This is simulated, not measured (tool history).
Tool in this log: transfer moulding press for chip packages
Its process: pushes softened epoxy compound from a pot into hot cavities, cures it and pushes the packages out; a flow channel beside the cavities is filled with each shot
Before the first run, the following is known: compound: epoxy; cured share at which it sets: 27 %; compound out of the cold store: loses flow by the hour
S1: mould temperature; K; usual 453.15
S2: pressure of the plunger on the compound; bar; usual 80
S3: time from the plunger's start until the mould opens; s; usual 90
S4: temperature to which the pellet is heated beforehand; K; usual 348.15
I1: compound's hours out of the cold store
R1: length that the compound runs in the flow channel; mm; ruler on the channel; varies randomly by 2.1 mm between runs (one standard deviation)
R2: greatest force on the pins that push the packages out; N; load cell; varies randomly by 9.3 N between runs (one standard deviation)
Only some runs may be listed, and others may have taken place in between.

run     day      S1    S2   S3      S4    I1   R1   R2
  1       0  453.15    80   90  348.15  14.3  793  425
  2   2.683  453.15    80   90  343.15    29  783  615
  3   4.842  454.15    80   90  343.15  22.2  794  454
  4   7.446  454.15    80   90  343.15   8.3  821  646
  5   9.933  454.15    80   90  343.15    31  765  563
  6  11.667  452.15  71.3  110  354.15  46.6  697  555
  7    13.2  453.15    80   96  341.15   9.5  821  461
  8  15.329  453.15    80   96  341.15  28.4  769  591
  9  16.788  453.15    80   96  341.15   9.6  809  398
 10  19.108  453.15    80   96  341.15  10.2  806  573

Not shown here: 6 entries made in the log between runs. Locate each between two listed runs and compare the hidden state at the listed run before it with the hidden state at the listed run after it:
In the gap between runs 1 and 2: plunger's sealing rings changed (day 2.062)
  true mould temperature over the reading, C: 0.08 -> 0.01; pressure that reaches the compound, % of what is set: 93.77 -> 99.07; grip of the stained cavities, % over clean ones': 3.2 -> 50.8
  measured less the result without the state, R1: -27 -> -4 mm; R2: +12 -> +208 N
In the gap between runs 2 and 3: cavities cleaned with cleaning compound and waxed (day 4.188)
  true mould temperature over the reading, C: 0.01 -> -0.04; pressure that reaches the compound, % of what is set: 99.07 -> 98.39; grip of the stained cavities, % over clean ones': 50.8 -> 16.8
  measured less the result without the state, R1: -4 -> -6 mm; R2: +208 -> +67 N
In the gap between runs 4 and 5: cavities cleaned with cleaning compound and waxed (day 8.258)
  true mould temperature over the reading, C: -0.11 -> -0.17; pressure that reaches the compound, % of what is set: 97.57 -> 96.78; grip of the stained cavities, % over clean ones': 58.7 -> 36.5
  measured less the result without the state, R1: -10 -> -12 mm; R2: +242 -> +153 N
In the gap between runs 6 and 7: mould's thermocouples calibrated (day 11.9); cavities cleaned with cleaning compound and waxed (day 12.5)
  true mould temperature over the reading, C: -0.22 -> -0.33; pressure that reaches the compound, % of what is set: 96.2 -> 95.74; grip of the stained cavities, % over clean ones': 60 -> 17.6
  measured less the result without the state, R1: -13 -> -17 mm; R2: +210 -> +74 N
In the gap between runs 8 and 9: cavities cleaned with cleaning compound and waxed (day 16.646)
  true mould temperature over the reading, C: -0.39 -> -0.43; pressure that reaches the compound, % of what is set: 94.96 -> 94.44; grip of the stained cavities, % over clean ones': 54.4 -> 4.6
  measured less the result without the state, R1: -19 -> -22 mm; R2: +215 -> +25 N
